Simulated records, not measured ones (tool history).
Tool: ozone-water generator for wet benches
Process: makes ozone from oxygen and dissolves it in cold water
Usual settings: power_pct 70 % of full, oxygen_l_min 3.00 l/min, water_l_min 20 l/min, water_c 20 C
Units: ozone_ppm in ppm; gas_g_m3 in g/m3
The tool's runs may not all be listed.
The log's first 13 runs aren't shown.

run	hour	power_pct	oxygen_l_min	water_l_min	water_c	ozone_ppm	gas_g_m3
14	840.9	70	1.91	20	20	9.3	182.0
15	896.8	70	3.15	20	20	11.1	150.8
16	976.1	70	3.15	20	20	11.1	152.8
# hour 982.2: water thermometer calibrated
17	1022.2	70	3.15	20	20	11.1	152.2
18	1066.1	66	2.93	14	20	14.1	149.6
19	1134.3	88	2.93	14	14	17.6	171.4
# hour 1141.2: water thermometer calibrated, once more
20	1175.1	70	3.00	19	27	10.4	153.0
21	1232.5	87	3.00	17	20	14.0	170.2
22	1301.0	87	3.00	17	20	13.7	169.7
23	1372.5	70	5.02	20	20	12.1	126.0
24	1436.5	96	3.51	30	20	9.1	166.7
25	1482.7	70	1.81	20	20	9.0	184.5
26	1557.6	66	3.00	20	24	9.9	148.5
27	1630.4	58	3.00	20	24	9.5	140.1
28	1672.8	72	3.73	16	16	14.4	143.1
29	1725.9	72	3.73	20	16	12.0	140.9
30	1812.2	72	3.73	20	16	11.9	143.2
31	1887.9	70	3.89	27	20	8.7	137.4
32	1958.3	70	1.72	21	20	8.3	184.3
33	2017.5	70	1.72	21	20	8.0	183.6

3 ways to go on from here, each from the tool as it stands after run 33. What would each give?
A	2094.3	70	1.72	31	13	?	?
B	2094.3	70	4.04	20	27	?	?
C	2094.3	70	3.09	21	20	?	?

run	ozone_ppm	gas_g_m3
A	5.6	184.3
B	10.3	135.5
C	10.1	150.2
Without the tool's hidden state the same runs would have given:
run	ozone_ppm	gas_g_m3
A	6.5	202.0
B	12.0	148.4
C	11.8	164.6
